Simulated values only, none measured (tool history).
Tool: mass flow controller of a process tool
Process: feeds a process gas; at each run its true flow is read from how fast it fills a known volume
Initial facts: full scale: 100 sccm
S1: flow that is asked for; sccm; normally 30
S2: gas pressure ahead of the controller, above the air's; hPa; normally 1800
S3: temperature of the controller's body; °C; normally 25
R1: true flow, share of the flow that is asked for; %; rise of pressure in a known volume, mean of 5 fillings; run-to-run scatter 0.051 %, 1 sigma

run	hour	S1	S2	S3	R1
1	0	30	1800	25	99.46
2	136.5	30	1800	25	99.49
3	284.7	30	1800	25	99.61
4	404.3	30	1800	25	99.73
5	546	30	1800	25	99.7
6	647.2	30	1800	25	99.73
7	831	30	1800	25	99.87
8	985.7	30	1800	25	99.98
9	1084.8	30	1800	30	100.07
10	1248	30	1800	30	100.19
11	1361.9	30	1800	30	100.07
12	1490.7	30	1800	30	100.14
13	1649	30	1800	30	100.36
14	1816.8	30	1810	25	100.38
15	1923.8	30	1800	25	100.39
16	2024.4	30	1800	25	100.42
17	2107.7	30	2720	25	99.97
18	2200.4	43	1800	25	100.59
19	2377.9	43	1800	25	100.67
20	2505.1	43	1800	25	100.78
21	2642.6	43	1800	25	100.8
22	2833.8	43	1800	25	101.02
23	2948.1	43	1800	25	100.86
24	3044.6	30	1800	25	100.87
25	3172.8	47	1800	26	101.09
26	3332.9	19	2420	26	100.58
27	3436.3	19	2420	30	100.67
28	3540.6	30	1800	26	101.15

Forecast run 29:
29	3714.1	12	2400	25	?

Logged for run 29: R1 100.77 %.
If the tool had no hidden condition, the same run with the same run-to-run variation would have returned R1 99 %.
